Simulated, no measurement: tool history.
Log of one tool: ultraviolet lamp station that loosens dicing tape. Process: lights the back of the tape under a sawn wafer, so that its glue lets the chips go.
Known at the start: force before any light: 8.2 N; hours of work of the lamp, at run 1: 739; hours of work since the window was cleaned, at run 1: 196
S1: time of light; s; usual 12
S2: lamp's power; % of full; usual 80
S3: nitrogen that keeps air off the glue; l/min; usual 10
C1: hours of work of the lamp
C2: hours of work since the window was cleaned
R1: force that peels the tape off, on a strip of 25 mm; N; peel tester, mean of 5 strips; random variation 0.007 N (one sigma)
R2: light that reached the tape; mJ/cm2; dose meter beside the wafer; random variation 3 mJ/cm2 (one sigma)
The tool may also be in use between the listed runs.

run,day,S1,S2,S3,C1,C2,R1,R2
1,0.000,12,80,10,739,196,0.355,362
2,1.800,12,78,10,769,226,0.389,346
3,3.500,12,78,10,798,255,0.412,344
4,5.742,12,78,10,835,292,0.417,332
5,7.712,12,78,10,868,325,0.427,330
6,8.850,7,80,10,888,345,1.209,197
# day 10.212: window cleaned of glue's vapour
7,10.212,7,80,10,910,0,1.127,205
8,11.962,7,80,10,939,29,1.205,203
9,13.075,7,80,10,958,48,1.173,198
10,14.571,7,80,10,983,73,1.201,197
11,16.783,12,80,10,1020,110,0.409,338
12,18.000,12,80,10,1041,131,0.412,332
13,20.304,12,94,10,1079,169,0.305,389
14,22.129,12,94,10,1110,200,0.318,385
15,23.071,12,94,10,1126,216,0.318,383
16,24.292,12,80,8,1146,236,0.528,323
17,25.829,12,80,8,1172,262,0.547,320
18,27.729,12,80,8,1204,294,0.555,315
19,28.904,12,64,8,1224,314,0.867,249
20,29.950,12,64,8,1241,331,0.900,250
21,31.617,12,80,10,1269,359,0.479,308
# day 32.154: window cleaned of glue's vapour
22,32.879,12,80,10,1290,12,0.454,318
23,35.204,14,63,20,1329,51,0.375,293
24,37.438,7,79,11,1367,89,1.351,177
25,39.467,7,79,11,1401,123,1.398,175
26,41.229,7,79,11,1430,152,1.416,171
27,42.875,23,95,14,1458,180,0.174,682
28,44.008,23,95,14,1477,199,0.167,675
29,45.875,23,83,3,1508,230,0.313,588
30,47.579,23,83,3,1537,259,0.331,573
31,48.821,23,83,3,1558,280,0.332,574
32,51.088,23,83,3,1596,318,0.336,559
33,52.462,23,83,3,1619,341,0.344,555
# day 54.129: window cleaned of glue's vapour
34,54.671,23,83,3,1655,9,0.320,582
35,56.350,12,93,13,1684,37,0.351,331
# day 57.829: lamp changed
36,57.908,16,88,4,1,63,0.226,645
37,60.125,12,86,10,39,100,0.231,466
38,61.125,7,64,18,55,117,0.816,204
39,62.267,8,64,12,75,136,0.810,230
40,64.100,8,64,12,105,167,0.852,222
41,65.125,8,64,12,122,184,0.851,226
42,66.967,19,68,5,153,215,0.244,560
43,68.942,13,77,18,186,248,0.205,432
44,69.921,12,89,12,203,264,0.225,453

3 ways to go on from here, each from the tool as it stands after run 44. What would each give?
A,71.696,12,87,10,233,294,?,?
B,71.696,12,79,10,233,294,?,?
C,71.696,12,89,12,233,294,?,?

run,R1,R2
A,0.249,441
B,0.293,406
C,0.211,453
Without the tool's hidden state the same runs would have given:
run,R1,R2
A,0.221,480
B,0.254,441
C,0.191,492

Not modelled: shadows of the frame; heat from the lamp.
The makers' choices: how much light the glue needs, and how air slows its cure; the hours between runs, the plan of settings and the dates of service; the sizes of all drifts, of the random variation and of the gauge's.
